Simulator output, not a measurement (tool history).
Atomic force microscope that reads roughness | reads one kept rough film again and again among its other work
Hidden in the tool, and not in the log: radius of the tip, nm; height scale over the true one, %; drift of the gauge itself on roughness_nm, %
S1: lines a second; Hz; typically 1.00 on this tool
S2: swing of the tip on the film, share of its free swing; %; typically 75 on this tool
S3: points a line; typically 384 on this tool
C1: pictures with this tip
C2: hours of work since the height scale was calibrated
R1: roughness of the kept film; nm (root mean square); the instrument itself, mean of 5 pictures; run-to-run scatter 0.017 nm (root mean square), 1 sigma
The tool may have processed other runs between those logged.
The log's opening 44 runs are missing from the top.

run   hour    S1  S2   S3   C1   C2     R1
 45  490.3  0.96  63  266  185   55  2.927
 46  503.0  3.69  82  942  205   63  2.197
     507.0  -- new tip fitted
 47  519.3  3.69  83  341   19   74  3.041
 48  529.6  0.86  83  467   35   81  3.708
 49  536.5  0.86  83  467   46   86  3.653
 50  546.2  0.86  83  467   62   92  3.532
 51  553.3  0.86  83  467   73   97  3.459
 52  565.3  1.55  75  474   92  105  3.319

Each row is a separate what-if for the run after 52, all from the same tool condition, not one after another. Results?
  A  571.8  3.49  60  366  102  110   ?
  B  571.8  2.10  66  474  102  110   ?
  C  571.8  1.00  63  384  102  110   ?
  D  571.8  2.27  75  265  102  110   ?

run     R1
  A  3.220
  B  3.263
  C  3.442
  D  3.075
With the hidden condition removed and each run's random variation left untouched, the same runs would have given:
run     R1
  A  3.977
  B  4.034
  C  4.255
  D  3.798

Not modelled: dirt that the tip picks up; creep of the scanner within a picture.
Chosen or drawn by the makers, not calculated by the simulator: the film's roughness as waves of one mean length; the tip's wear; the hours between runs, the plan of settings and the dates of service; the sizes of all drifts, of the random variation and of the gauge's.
